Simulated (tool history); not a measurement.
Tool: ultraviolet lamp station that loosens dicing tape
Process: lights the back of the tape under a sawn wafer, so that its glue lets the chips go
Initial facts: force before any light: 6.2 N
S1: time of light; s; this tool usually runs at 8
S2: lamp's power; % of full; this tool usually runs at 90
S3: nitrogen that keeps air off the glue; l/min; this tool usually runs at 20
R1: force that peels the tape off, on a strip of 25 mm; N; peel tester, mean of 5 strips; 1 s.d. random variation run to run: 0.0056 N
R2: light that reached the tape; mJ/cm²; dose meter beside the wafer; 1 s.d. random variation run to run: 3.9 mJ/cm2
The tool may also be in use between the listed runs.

run   hour  S1  S2  S3     R1   R2
  1      0   8  90  20  0.139  630
  2     75   8  90  20  0.159  622
  3  120.4   8  60  20  0.416  409
  4  169.4   8  90  20   0.16  599
     208.4  -- window cleaned of glue's vapour
  5    239   8  90  20  0.156  620
  6  314.3   8  90  20  0.151  601
  7  364.5   8  90  20  0.169  592
  8  437.6   8  90  20   0.18  581
  9    491   8  90  20   0.19  568
 10  559.4   8  90  20  0.196  557
       586  -- window cleaned of glue's vapour
 11  630.3   8  90  20  0.179  570
 12  701.1   8  90  20  0.196  554
 13  753.8   8  90  20  0.193  537
 14  799.3   8  90  17  0.248  547
 15  852.5   8  90  20  0.235  525
 16  908.2   8  90  38  0.141  516
     961.2  -- window cleaned of glue's vapour
 17  976.2   8  90  12  0.365  532

What does the tool deliver on the next run?
 18  1034   8  63  40   ?   ?

Run 18 yielded R1 0.307 N, R2 364 mJ/cm².
Were there no unlogged condition in the tool, this run, its random variation unchanged, would have produced R1 0.17 N, R2 467 mJ/cm².
